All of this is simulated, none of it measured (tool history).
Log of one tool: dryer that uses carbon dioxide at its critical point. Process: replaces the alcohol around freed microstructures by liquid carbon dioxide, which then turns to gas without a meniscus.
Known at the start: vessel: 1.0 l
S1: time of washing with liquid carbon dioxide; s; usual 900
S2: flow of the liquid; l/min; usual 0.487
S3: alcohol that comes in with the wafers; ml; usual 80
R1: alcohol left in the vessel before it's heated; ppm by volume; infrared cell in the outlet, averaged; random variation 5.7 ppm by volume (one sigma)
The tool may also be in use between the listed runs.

| run | hour | S1 | S2 | S3 | R1 |
|---|---|---|---|---|---|
| 1 | 0 | 900 | 0.487 | 80 | 370 |
| 2 | 6.6 | 900 | 0.487 | 80 | 371 |
| 3 | 13.3 | 900 | 0.593 | 80 | 156 |
| 4 | 23.8 | 900 | 0.593 | 80 | 155 |
| 5 | 34.4 | 900 | 0.487 | 80 | 399 |
| 6 | 46 | 900 | 0.487 | 80 | 399 |
| 7 | 53.6 | 900 | 0.487 | 80 | 411 |
| 8 | 68.6 | 900 | 0.487 | 80 | 420 |
| 9 | 76 | 900 | 0.487 | 80 | 405 |
| 10 | 89.9 | 1020 | 0.487 | 80 | 232 |
| 11 | 103.6 | 660 | 0.487 | 80 | 1640 |
| 12 | 110.6 | 720 | 0.487 | 80 | 1157 |
| 13 | 119.3 | 720 | 0.487 | 80 | 1170 |
| 14 | 126.8 | 720 | 0.487 | 55 | 835 |
| 15 | 133.9 | 900 | 0.487 | 35 | 227 |
| 16 | 145.6 | 900 | 0.487 | 35 | 223 |
| 17 | 158.4 | 900 | 0.487 | 35 | 229 |
| 18 | 173.9 | 900 | 0.487 | 35 | 237 |
| 19 | 184.2 | 900 | 0.487 | 80 | 483 |
| 20 | 198.9 | 900 | 0.487 | 80 | 487 |
| 21 | 212.9 | 900 | 0.487 | 80 | 487 |
| 22 | 224.3 | 900 | 0.487 | 35 | 255 |
| 23 | 235.1 | 840 | 0.487 | 22 | 235 |
| 24 | 245.1 | 540 | 0.74 | 58 | 610 |
| 25 | 254.2 | 1140 | 0.687 | 107 | 89 |
| 26 | 261.7 | 900 | 0.488 | 90 | 582 |
| 27 | 270.9 | 600 | 0.333 | 35 | 3272 |
| 28 | 280.8 | 780 | 0.447 | 79 | 1393 |
|  | 284.8 | inlet filter changed |
| 29 | 288.2 | 780 | 0.447 | 97 | 844 |
| 30 | 296.2 | 600 | 0.447 | 88 | 2201 |
| 31 | 309.1 | 600 | 0.447 | 88 | 2240 |

Run 32 comes next. What will it give?
| 32 | 317.2 | 600 | 0.447 | 88 | ? |

Run 32 gave R1 2216 ppm by volume.
Without the tool's hidden state the same run would have given R1 2051 ppm by volume.
